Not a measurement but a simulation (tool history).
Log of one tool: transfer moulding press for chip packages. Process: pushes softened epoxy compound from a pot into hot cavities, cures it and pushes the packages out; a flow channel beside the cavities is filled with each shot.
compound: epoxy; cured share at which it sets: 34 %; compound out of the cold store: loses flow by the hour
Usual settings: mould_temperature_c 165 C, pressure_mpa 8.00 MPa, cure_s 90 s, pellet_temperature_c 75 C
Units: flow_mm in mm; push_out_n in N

run   hour  mould_temperature_c  pressure_mpa  cure_s  pellet_temperature_c  incoming compound's hours out of the cold store  flow_mm  push_out_n
  1    0.0                  165          8.00      90                    75                                             11.4      632         371
  2   20.5                  165          8.00      90                    75                                             23.6      605         352
  3   30.7                  165          8.00      90                    75                                             12.9      627         378
  4   50.6                  165          8.00      90                    75                                             16.9      621         377
      61.6  -- cavities cleaned with cleaning compound and waxed
  5   70.3                  165          8.00      90                    75                                             20.4      614         377
  6   87.1                  165          8.00      90                    75                                             23.0      605         380
  7  108.0                  165          7.12      90                    75                                             21.7      578         377
  8  118.1                  165          7.12      90                    75                                             27.7      561         364
     125.0  -- cavities cleaned with cleaning compound and waxed
  9  138.8                  165          7.12      90                    75                                             47.0      527         358
 10  152.4                  165          7.12      90                    75                                             16.6      582         372
 11  164.3                  165          7.12      90                    75                                             12.7      591         375
 12  184.5                  165          7.12      90                    75                                             32.8      556         367
     189.6  -- cavities cleaned with cleaning compound and waxed
     197.0  -- plunger's sealing rings changed
 13  205.9                  165          7.12      90                    75                                             12.1      596         382
 14  226.2                  165          8.00      90                    75                                             34.2      580         375

Run 15 comes next. What will it give?
 15  242.5                  159          6.53      90                    75                                             42.4        ?           ?

flow_mm: 529 mm
push_out_n: 566 N
Without the tool's hidden state the same run would have given flow_mm 529 mm, push_out_n 560 N.
